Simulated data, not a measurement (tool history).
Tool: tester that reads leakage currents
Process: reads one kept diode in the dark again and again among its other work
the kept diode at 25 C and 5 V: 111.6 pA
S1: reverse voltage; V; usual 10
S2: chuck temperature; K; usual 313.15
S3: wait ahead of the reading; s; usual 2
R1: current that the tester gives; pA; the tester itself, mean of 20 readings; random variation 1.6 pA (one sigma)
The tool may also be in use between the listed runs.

run	hour	S1	S2	S3	R1
1	0	10	313.15	2	486.11
2	32.5	10	313.15	2	486.53
3	70.3	10	320.15	2	802.67
4	96.8	10	320.15	2	802.3
5	131.6	10	320.15	2	802.08
6	162.6	10	331.15	2	1703.16
7	191	10	331.15	2	1716.26
8	219.5	10	331.15	2	1698.8
9	247.3	10	331.15	2	1715.45
# hour 252.5: probe card cleaned and baked
10	275.3	3	305.15	9.54	141.16
11	293.4	1.1	296.15	5.27	40.53
# hour 297.8: chuck's temperature calibrated
12	315.5	1.1	296.15	5.27	46.49
13	347	1.8	313.15	3.68	220.64

5 ways to go on from here, each from the tool as it stands after run 13. What would each give?
A	365.5	10	313.15	8.66	?
B	365.5	2.7	313.15	3.68	?
C	365.5	2.4	313.15	0.43	?
D	365.5	9.5	316.15	1	?
E	365.5	1.8	313.15	5.09	?

run	R1
A	557.29
B	272.18
C	257.47
D	669.77
E	221.26
Without the tool's hidden state the same runs would have given:
run	R1
A	526.92
B	264.35
C	250.51
D	641.28
E	216.08

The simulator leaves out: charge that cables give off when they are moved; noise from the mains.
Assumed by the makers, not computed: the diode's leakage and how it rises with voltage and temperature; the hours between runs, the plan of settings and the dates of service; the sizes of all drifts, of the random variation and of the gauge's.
